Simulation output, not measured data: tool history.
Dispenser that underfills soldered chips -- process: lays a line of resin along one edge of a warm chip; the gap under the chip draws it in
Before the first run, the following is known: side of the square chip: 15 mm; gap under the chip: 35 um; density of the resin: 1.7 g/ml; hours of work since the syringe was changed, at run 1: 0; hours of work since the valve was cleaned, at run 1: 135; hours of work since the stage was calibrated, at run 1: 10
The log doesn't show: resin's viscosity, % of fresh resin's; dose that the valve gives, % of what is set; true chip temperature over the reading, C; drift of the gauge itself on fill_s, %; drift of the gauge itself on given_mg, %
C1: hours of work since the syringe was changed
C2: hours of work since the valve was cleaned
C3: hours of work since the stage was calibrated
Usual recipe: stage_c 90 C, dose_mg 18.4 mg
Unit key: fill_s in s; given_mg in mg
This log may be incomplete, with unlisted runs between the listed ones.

{"run": 1, "hour": 0.0, "stage_c": 90, "dose_mg": 18.4, "C1": 0, "C2": 135, "C3": 10, "fill_s": 311.5, "given_mg": 17.2}
{"run": 2, "hour": 4.1, "stage_c": 90, "dose_mg": 20.5, "C1": 3, "C2": 138, "C3": 13, "fill_s": 328.5, "given_mg": 19.24}
{"run": 3, "hour": 7.7, "stage_c": 90, "dose_mg": 20.5, "C1": 5, "C2": 140, "C3": 15, "fill_s": 362.7, "given_mg": 19.18}
{"hour": 8.3, "done": "new syringe of resin"}
{"run": 4, "hour": 10.4, "stage_c": 90, "dose_mg": 20.5, "C1": 1, "C2": 141, "C3": 16, "fill_s": 312, "given_mg": 19.13}
{"hour": 12.5, "done": "dispensing valve cleaned and set on the balance"}
{"run": 5, "hour": 14.1, "stage_c": 90, "dose_mg": 18.4, "C1": 3, "C2": 1, "C3": 18, "fill_s": 336.8, "given_mg": 18.5}
{"hour": 17.9, "done": "new syringe of resin"}
{"run": 6, "hour": 18.1, "stage_c": 90, "dose_mg": 18.4, "C1": 0, "C2": 3, "C3": 20, "fill_s": 296.7, "given_mg": 18.3}
{"run": 7, "hour": 20.9, "stage_c": 90, "dose_mg": 18.4, "C1": 2, "C2": 5, "C3": 22, "fill_s": 317.1, "given_mg": 18.25}
{"run": 8, "hour": 25.5, "stage_c": 90, "dose_mg": 18.4, "C1": 5, "C2": 8, "C3": 25, "fill_s": 355.7, "given_mg": 18.33}
{"hour": 26.7, "done": "new syringe of resin"}
{"run": 9, "hour": 30.2, "stage_c": 83, "dose_mg": 18.4, "C1": 2, "C2": 11, "C3": 28, "fill_s": 404.4, "given_mg": 18.28}
{"hour": 35.5, "done": "new syringe of resin"}
{"run": 10, "hour": 36.2, "stage_c": 83, "dose_mg": 18.4, "C1": 0, "C2": 14, "C3": 31, "fill_s": 372.3, "given_mg": 18.3}
{"run": 11, "hour": 41.2, "stage_c": 83, "dose_mg": 18.4, "C1": 4, "C2": 17, "C3": 34, "fill_s": 427.1, "given_mg": 18.51}
{"hour": 44.1, "done": "new syringe of resin"}
{"run": 12, "hour": 45.7, "stage_c": 77, "dose_mg": 18.4, "C1": 1, "C2": 20, "C3": 37, "fill_s": 481.6, "given_mg": 18.17}
{"run": 13, "hour": 50.2, "stage_c": 77, "dose_mg": 20.4, "C1": 4, "C2": 23, "C3": 40, "fill_s": 529.2, "given_mg": 20.17}
{"hour": 52.7, "done": "new syringe of resin"}
{"run": 14, "hour": 54.0, "stage_c": 89, "dose_mg": 20.4, "C1": 1, "C2": 25, "C3": 42, "fill_s": 311.4, "given_mg": 20.13}
{"run": 15, "hour": 58.2, "stage_c": 86, "dose_mg": 18.4, "C1": 3, "C2": 27, "C3": 45, "fill_s": 394, "given_mg": 18.09}
{"hour": 61.4, "done": "new syringe of resin"}
{"run": 16, "hour": 64.1, "stage_c": 86, "dose_mg": 18.4, "C1": 2, "C2": 31, "C3": 48, "fill_s": 362.7, "given_mg": 18.17}
{"run": 17, "hour": 67.0, "stage_c": 86, "dose_mg": 18.4, "C1": 3, "C2": 33, "C3": 50, "fill_s": 391.5, "given_mg": 18.16}
{"hour": 70.2, "done": "new syringe of resin"}
{"run": 18, "hour": 72.1, "stage_c": 104, "dose_mg": 19.5, "C1": 1, "C2": 36, "C3": 53, "fill_s": 204.4, "given_mg": 19.09}
{"run": 19, "hour": 77.9, "stage_c": 104, "dose_mg": 19.5, "C1": 5, "C2": 39, "C3": 56, "fill_s": 237.5, "given_mg": 19.27}
{"hour": 78.9, "done": "new syringe of resin"}
{"run": 20, "hour": 83.3, "stage_c": 80, "dose_mg": 20.3, "C1": 3, "C2": 42, "C3": 60, "fill_s": 450, "given_mg": 19.78}
{"hour": 87.6, "done": "new syringe of resin"}
{"run": 21, "hour": 89.4, "stage_c": 87, "dose_mg": 17.1, "C1": 1, "C2": 46, "C3": 63, "fill_s": 352, "given_mg": 16.74}
{"run": 22, "hour": 94.6, "stage_c": 101, "dose_mg": 18.1, "C1": 4, "C2": 49, "C3": 66, "fill_s": 253.4, "given_mg": 17.67}
{"hour": 96.6, "done": "new syringe of resin"}
{"run": 23, "hour": 97.9, "stage_c": 86, "dose_mg": 18.6, "C1": 1, "C2": 51, "C3": 68, "fill_s": 350.9, "given_mg": 18.19}
{"run": 24, "hour": 103.7, "stage_c": 81, "dose_mg": 18.4, "C1": 4, "C2": 55, "C3": 72, "fill_s": 477.5, "given_mg": 17.87}
{"hour": 105.5, "done": "new syringe of resin"}
{"run": 25, "hour": 109.3, "stage_c": 99, "dose_mg": 23.4, "C1": 2, "C2": 58, "C3": 75, "fill_s": 237.4, "given_mg": 22.67}
{"run": 26, "hour": 113.2, "stage_c": 75, "dose_mg": 16, "C1": 5, "C2": 60, "C3": 77, "fill_s": 625.5, "given_mg": 15.7}

How the hidden state differs across the entries between the runs, from the last listed run before each to the first after it:
After run 3, before run 4: new syringe of resin (hour 8.3)
  resin's viscosity, % of fresh resin's: 122 -> 105.8; dose that the valve gives, % of what is set: 93.22 -> 93.15; true chip temperature over the reading, C: 0.2 -> 0.21
  what was measured, less what the result would be without the hidden state, fill_s: +67.2 -> +18.7 s; given_mg: -1.39 -> -1.41 mg
After run 4, before run 5: dispensing valve cleaned and set on the balance (hour 12.5)
  resin's viscosity, % of fresh resin's: 105.8 -> 113; dose that the valve gives, % of what is set: 93.15 -> 99.95; true chip temperature over the reading, C: 0.21 -> 0.22
  what was measured, less what the result would be without the hidden state, fill_s: +18.7 -> +36.5 s; given_mg: -1.41 -> -0.01 mg
After run 5, before run 6: new syringe of resin (hour 17.9)
  resin's viscosity, % of fresh resin's: 113 -> 99.1; dose that the valve gives, % of what is set: 99.95 -> 99.84; true chip temperature over the reading, C: 0.22 -> 0.24
  what was measured, less what the result would be without the hidden state, fill_s: +36.5 -> -5 s; given_mg: -0.01 -> -0.03 mg
After run 8, before run 9: new syringe of resin (hour 26.7)
  resin's viscosity, % of fresh resin's: 118.7 -> 108; dose that the valve gives, % of what is set: 99.64 -> 99.5; true chip temperature over the reading, C: 0.27 -> 0.29
  what was measured, less what the result would be without the hidden state, fill_s: +53.7 -> +26.7 s; given_mg: -0.06 -> -0.09 mg
After run 9, before run 10: new syringe of resin (hour 35.5)
  resin's viscosity, % of fresh resin's: 108 -> 101.1; dose that the valve gives, % of what is set: 99.5 -> 99.33; true chip temperature over the reading, C: 0.29 -> 0.31
  what was measured, less what the result would be without the hidden state, fill_s: +26.7 -> +0.7 s; given_mg: -0.09 -> -0.13 mg
After run 11, before run 12: new syringe of resin (hour 44.1)
  resin's viscosity, % of fresh resin's: 114.4 -> 102.9; dose that the valve gives, % of what is set: 99.19 -> 99.06; true chip temperature over the reading, C: 0.33 -> 0.35
  what was measured, less what the result would be without the hidden state, fill_s: +50.2 -> +9.1 s; given_mg: -0.15 -> -0.17 mg
After run 13, before run 14: new syringe of resin (hour 52.7)
  resin's viscosity, % of fresh resin's: 114.8 -> 102.9; dose that the valve gives, % of what is set: 98.94 -> 98.84; true chip temperature over the reading, C: 0.37 -> 0.38
  what was measured, less what the result would be without the hidden state, fill_s: +63 -> +5.5 s; given_mg: -0.21 -> -0.24 mg
After run 15, before run 16: new syringe of resin (hour 61.4)
  resin's viscosity, % of fresh resin's: 114.2 -> 106.7; dose that the valve gives, % of what is set: 98.71 -> 98.55; true chip temperature over the reading, C: 0.4 -> 0.42
  what was measured, less what the result would be without the hidden state, fill_s: +45.4 -> +19.1 s; given_mg: -0.24 -> -0.27 mg
After run 17, before run 18: new syringe of resin (hour 70.2)
  resin's viscosity, % of fresh resin's: 114.5 -> 106.9; dose that the valve gives, % of what is set: 98.47 -> 98.32; true chip temperature over the reading, C: 0.43 -> 0.45
  what was measured, less what the result would be without the hidden state, fill_s: +45.9 -> +11.1 s; given_mg: -0.28 -> -0.33 mg
After run 19, before run 20: new syringe of resin (hour 78.9)
  resin's viscosity, % of fresh resin's: 123.3 -> 111.6; dose that the valve gives, % of what is set: 98.15 -> 98; true chip temperature over the reading, C: 0.48 -> 0.5
  what was measured, less what the result would be without the hidden state, fill_s: +42.8 -> +41.2 s; given_mg: -0.36 -> -0.41 mg
After run 20, before run 21: new syringe of resin (hour 87.6)
  resin's viscosity, % of fresh resin's: 111.6 -> 105.6; dose that the valve gives, % of what is set: 98 -> 97.83; true chip temperature over the reading, C: 0.5 -> 0.52
  what was measured, less what the result would be without the hidden state, fill_s: +41.2 -> +15.4 s; given_mg: -0.41 -> -0.37 mg
After run 22, before run 23: new syringe of resin (hour 96.6)
  resin's viscosity, % of fresh resin's: 119.9 -> 103.8; dose that the valve gives, % of what is set: 97.7 -> 97.62; true chip temperature over the reading, C: 0.55 -> 0.56
  what was measured, less what the result would be without the hidden state, fill_s: +39.8 -> +8.4 s; given_mg: -0.41 -> -0.45 mg
After run 24, before run 25: new syringe of resin (hour 105.5)
  resin's viscosity, % of fresh resin's: 119.6 -> 110.2; dose that the valve gives, % of what is set: 97.46 -> 97.32; true chip temperature over the reading, C: 0.58 -> 0.61
  what was measured, less what the result would be without the hidden state, fill_s: +72.9 -> +18.3 s; given_mg: -0.46 -> -0.63 mg
